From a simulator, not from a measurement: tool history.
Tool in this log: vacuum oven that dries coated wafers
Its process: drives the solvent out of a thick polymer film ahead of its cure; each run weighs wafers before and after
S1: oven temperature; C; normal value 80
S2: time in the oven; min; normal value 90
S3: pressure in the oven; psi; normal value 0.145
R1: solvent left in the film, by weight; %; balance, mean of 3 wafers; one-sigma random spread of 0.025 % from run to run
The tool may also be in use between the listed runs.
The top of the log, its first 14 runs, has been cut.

{"run": 15, "hour": 247.6, "S1": 80, "S2": 77, "S3": 0.145, "R1": 1.59}
{"run": 16, "hour": 266.1, "S1": 80, "S2": 77, "S3": 0.145, "R1": 1.59}
{"hour": 269.7, "done": "vacuum gauge cleaned of residue and calibrated"}
{"run": 17, "hour": 291.7, "S1": 80, "S2": 77, "S3": 0.145, "R1": 1.61}
{"run": 18, "hour": 303.9, "S1": 72, "S2": 65, "S3": 0.145, "R1": 3.91}
{"run": 19, "hour": 314.6, "S1": 92, "S2": 90, "S3": 0.099, "R1": 0.39}
{"run": 20, "hour": 328.0, "S1": 68, "S2": 82, "S3": 0.412, "R1": 5.4}
{"hour": 331.0, "done": "vacuum gauge cleaned of residue and calibrated, once more"}
{"run": 21, "hour": 343.4, "S1": 80, "S2": 90, "S3": 0.245, "R1": 1.62}
{"run": 22, "hour": 360.2, "S1": 80, "S2": 90, "S3": 0.245, "R1": 1.59}
{"run": 23, "hour": 378.7, "S1": 73, "S2": 117, "S3": 0.283, "R1": 2.32}
{"run": 24, "hour": 393.1, "S1": 73, "S2": 117, "S3": 0.5, "R1": 3.51}
{"run": 25, "hour": 407.3, "S1": 73, "S2": 117, "S3": 0.5, "R1": 3.51}
{"run": 26, "hour": 418.4, "S1": 80, "S2": 60, "S3": 0.203, "R1": 2.52}
{"run": 27, "hour": 440.8, "S1": 89, "S2": 109, "S3": 0.093, "R1": 0.29}
{"run": 28, "hour": 454.8, "S1": 89, "S2": 109, "S3": 0.093, "R1": 0.28}
{"run": 29, "hour": 473.2, "S1": 89, "S2": 109, "S3": 0.093, "R1": 0.31}
{"run": 30, "hour": 484.2, "S1": 89, "S2": 109, "S3": 0.184, "R1": 0.55}
{"run": 31, "hour": 496.0, "S1": 66, "S2": 47, "S3": 0.27, "R1": 7.32}

What if the next run were any one of these 3? Each begins from the tool's condition after run 31:
{"run": "A", "hour": 519.2, "S1": 89, "S2": 73, "S3": 0.215, "R1": "?"}
{"run": "B", "hour": 519.2, "S1": 89, "S2": 120, "S3": 0.075, "R1": "?"}
{"run": "C", "hour": 519.2, "S1": 92, "S2": 73, "S3": 0.27, "R1": "?"}

run=A R1=0.91
run=B R1=0.28
run=C R1=0.85
Take away the tool's hidden state, keep each run's random variation, and the runs would have read:
run=A R1=0.72
run=B R1=0.24
run=C R1=0.71
